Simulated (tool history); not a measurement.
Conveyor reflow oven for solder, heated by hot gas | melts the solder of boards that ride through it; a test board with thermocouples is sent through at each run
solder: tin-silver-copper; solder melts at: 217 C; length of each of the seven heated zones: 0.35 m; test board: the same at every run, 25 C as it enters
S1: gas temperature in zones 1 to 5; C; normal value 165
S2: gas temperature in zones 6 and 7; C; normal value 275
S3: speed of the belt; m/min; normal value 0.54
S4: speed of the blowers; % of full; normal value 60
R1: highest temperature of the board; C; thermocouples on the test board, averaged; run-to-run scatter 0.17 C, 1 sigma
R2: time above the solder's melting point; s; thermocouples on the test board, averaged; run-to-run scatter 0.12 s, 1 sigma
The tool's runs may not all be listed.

{"run": 1, "hour": 0.0, "S1": 165, "S2": 275, "S3": 0.54, "S4": 60, "R1": 257.1, "R2": 59}
{"run": 2, "hour": 24.7, "S1": 165, "S2": 275, "S3": 0.54, "S4": 60, "R1": 256.7, "R2": 59}
{"run": 3, "hour": 47.8, "S1": 165, "S2": 275, "S3": 0.54, "S4": 60, "R1": 256.9, "R2": 59}
{"run": 4, "hour": 65.8, "S1": 166, "S2": 275, "S3": 0.54, "S4": 60, "R1": 256.4, "R2": 59.2}
{"run": 5, "hour": 104.5, "S1": 166, "S2": 275, "S3": 0.54, "S4": 60, "R1": 256.7, "R2": 59.3}
{"run": 6, "hour": 127.3, "S1": 165, "S2": 275, "S3": 0.467, "S4": 60, "R1": 260.6, "R2": 72.2}
{"run": 7, "hour": 152.3, "S1": 165, "S2": 275, "S3": 0.54, "S4": 60, "R1": 255.7, "R2": 58.3}
{"run": 8, "hour": 189.9, "S1": 165, "S2": 275, "S3": 0.54, "S4": 60, "R1": 255.3, "R2": 58.2}
{"run": 9, "hour": 217.5, "S1": 165, "S2": 275, "S3": 0.54, "S4": 60, "R1": 257.1, "R2": 59.5}
{"run": 10, "hour": 258.4, "S1": 165, "S2": 275, "S3": 0.54, "S4": 60, "R1": 257, "R2": 59.6}
{"run": 11, "hour": 295.4, "S1": 165, "S2": 275, "S3": 0.54, "S4": 60, "R1": 259.3, "R2": 60.8}
{"run": 12, "hour": 324.9, "S1": 165, "S2": 275, "S3": 0.54, "S4": 60, "R1": 259.1, "R2": 61.1}
{"run": 13, "hour": 351.0, "S1": 164, "S2": 275, "S3": 0.54, "S4": 54, "R1": 256.8, "R2": 58.4}
{"run": 14, "hour": 390.8, "S1": 155, "S2": 275, "S3": 0.54, "S4": 54, "R1": 254.9, "R2": 54.7}
{"run": 15, "hour": 428.2, "S1": 159, "S2": 275, "S3": 0.54, "S4": 54, "R1": 255.6, "R2": 56.5}
{"run": 16, "hour": 457.0, "S1": 159, "S2": 275, "S3": 0.54, "S4": 54, "R1": 255.8, "R2": 56.2}
{"run": 17, "hour": 486.9, "S1": 179, "S2": 271, "S3": 0.54, "S4": 54, "R1": 255.3, "R2": 63.1}
{"run": 18, "hour": 513.9, "S1": 179, "S2": 271, "S3": 0.54, "S4": 54, "R1": 255.6, "R2": 63.1}
{"run": 19, "hour": 537.8, "S1": 165, "S2": 264, "S3": 0.54, "S4": 60, "R1": 248.5, "R2": 53.7}
{"run": 20, "hour": 558.5, "S1": 158, "S2": 264, "S3": 0.54, "S4": 60, "R1": 247.5, "R2": 50.5}
{"run": 21, "hour": 599.9, "S1": 158, "S2": 264, "S3": 0.54, "S4": 60, "R1": 248.2, "R2": 51}
{"run": 22, "hour": 633.6, "S1": 179, "S2": 283, "S3": 0.578, "S4": 71, "R1": 269.5, "R2": 66.9}
{"run": 23, "hour": 672.4, "S1": 179, "S2": 283, "S3": 0.578, "S4": 81, "R1": 271.7, "R2": 67.8}

Between the runs listed above, the log contained 4 entries, not reproduced here. Where in the sequence does each belong, and how does what the log doesn't record of the tool's condition differ from the listed run before to the listed run after?
Run 5 -> run 6: flux residue cleaned out of gas plates and filters (hour 125.6)
  heat that the gas passes to the board, % of a clean oven's: 95.5 -> 92.5; belt's true speed, % of the reading: 99.08 -> 99.04; true gas temperature in zones 6 and 7 over the reading, C: -1.77 -> -1.79
  difference, measured minus the result without the unlogged condition, R1: -2.2 -> -2.7 C; R2: -0.9 -> -1.2 s
Run 8 -> run 9: flux residue cleaned out of gas plates and filters, once more (hour 203.3)
  heat that the gas passes to the board, % of a clean oven's: 91.8 -> 99.4; belt's true speed, % of the reading: 98.93 -> 98.89; true gas temperature in zones 6 and 7 over the reading, C: -1.85 -> -1.88
  difference, measured minus the result without the unlogged condition, R1: -3.1 -> -1.4 C; R2: -1.6 -> -0.2 s
Run 10 -> run 11: thermocouples of zones 6 and 7 changed (hour 282.9)
  heat that the gas passes to the board, % of a clean oven's: 98.9 -> 98.4; belt's true speed, % of the reading: 98.81 -> 98.74; true gas temperature in zones 6 and 7 over the reading, C: -1.92 -> 0.43
  difference, measured minus the result without the unlogged condition, R1: -1.5 -> +0.5 C; R2: -0.2 -> +1.1 s
Run 20 -> run 21: flux residue cleaned out of gas plates and filters (hour 584.2)
  heat that the gas passes to the board, % of a clean oven's: 95.3 -> 98.8; belt's true speed, % of the reading: 98.23 -> 98.15; true gas temperature in zones 6 and 7 over the reading, C: 0.17 -> 0.13
  difference, measured minus the result without the unlogged condition, R1: -0.2 -> +0.5 C; R2: +0.6 -> +1.4 s
